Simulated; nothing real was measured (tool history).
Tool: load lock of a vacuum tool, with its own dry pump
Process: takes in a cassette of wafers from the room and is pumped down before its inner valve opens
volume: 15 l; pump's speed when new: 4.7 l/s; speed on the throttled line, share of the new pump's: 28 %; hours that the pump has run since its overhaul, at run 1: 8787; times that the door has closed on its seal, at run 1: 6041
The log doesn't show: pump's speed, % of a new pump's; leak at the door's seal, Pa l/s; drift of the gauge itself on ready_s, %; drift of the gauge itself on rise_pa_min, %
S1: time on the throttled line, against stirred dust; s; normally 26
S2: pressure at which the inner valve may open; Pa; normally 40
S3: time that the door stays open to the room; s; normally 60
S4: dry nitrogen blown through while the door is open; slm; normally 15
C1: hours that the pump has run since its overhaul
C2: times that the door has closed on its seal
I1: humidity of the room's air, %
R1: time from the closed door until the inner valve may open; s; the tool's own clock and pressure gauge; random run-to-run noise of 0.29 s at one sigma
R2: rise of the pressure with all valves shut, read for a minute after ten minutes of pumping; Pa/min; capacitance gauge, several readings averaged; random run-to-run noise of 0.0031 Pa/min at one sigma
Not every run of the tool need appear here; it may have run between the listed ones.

run,hour,S1,S2,S3,S4,C1,C2,I1,R1,R2
1,0.0,26,40,60,15,8787,6041,46.7,44.7,0.088
2,246.6,26,40,60,15,9034,6519,47.8,44.8,0.099
3,522.5,26,40,60,5,9309,7053,45.0,44.9,0.110
4,750.4,26,40,60,5,9537,7495,45.5,44.8,0.110
5,941.6,26,40,60,5,9728,7865,44.5,44.9,0.116
6,1218.1,26,40,60,5,10005,8401,46.5,45.4,0.117
7,1414.8,26,40,60,14,10202,8782,44.1,44.5,0.091
8,1772.8,26,40,60,14,10560,9476,48.8,45.8,0.103
9,2111.9,26,40,60,14,10899,10133,45.9,45.2,0.101
10,2406.2,26,40,114,15,11193,10704,44.4,45.4,0.119
11,2823.1,26,46,60,15,11610,11512,46.2,44.8,0.101
12,3025.2,26,46,60,15,11812,11903,43.2,44.9,0.101
13,3482.5,26,46,60,15,12269,12789,42.4,45.0,0.098
14,3736.0,26,46,60,15,12523,13281,42.4,45.4,0.095
15,4065.3,26,40,60,6,12852,13919,47.7,45.6,0.127
16,4482.3,26,40,60,15,13269,14727,45.6,45.9,0.106
# hour 4572.2: dry pump taken out, an overhauled one fitted
17,4758.1,26,40,60,15,186,15250,45.2,43.2,0.105
18,5042.0,26,40,60,15,470,15800,46.5,43.7,0.114
19,5464.6,17,40,39,21,892,16619,46.3,37.3,0.096
20,5824.6,17,40,39,19,1252,17317,44.4,37.3,0.097
21,6079.7,17,52,199,14,1507,17811,44.7,36.0,0.151
22,6380.7,17,52,199,14,1808,18394,43.9,36.4,0.153
23,6659.3,14,28,199,14,2087,18934,42.7,36.5,0.155
24,7015.2,26,40,27,15,2443,19624,42.6,43.7,0.099
25,7428.8,26,46,27,23,2857,20425,46.7,44.0,0.097
26,7626.5,17,36,60,12,3054,20809,44.7,38.2,0.130
27,8054.6,26,40,60,14,3482,21638,41.8,44.1,0.120
28,8351.2,26,35,116,15,3779,22213,45.2,44.9,0.143
29,8699.9,16,40,43,15,4128,22889,44.6,37.5,0.122
30,9042.5,20,40,92,15,4470,23553,47.0,40.1,0.149
31,9265.6,25,60,92,15,4693,23985,46.0,42.8,0.142

Here are 4 independent what-if runs from the current tool condition. What would each one return?
A,9611.5,14,42,92,41,5039,24655,46.7,?,?
B,9611.5,26,40,92,15,5039,24655,45.0,?,?
C,9611.5,25,29,127,29,5039,24655,45.6,?,?
D,9611.5,20,72,92,43,5039,24655,44.7,?,?

run,R1,R2
A,36.3,0.121
B,44.4,0.143
C,44.1,0.137
D,37.7,0.112
The same runs, with their run-to-run variation unchanged, on a tool lacking any hidden condition would have given:
run,R1,R2
A,35.2,0.066
B,43.5,0.089
C,43.1,0.082
D,36.8,0.057
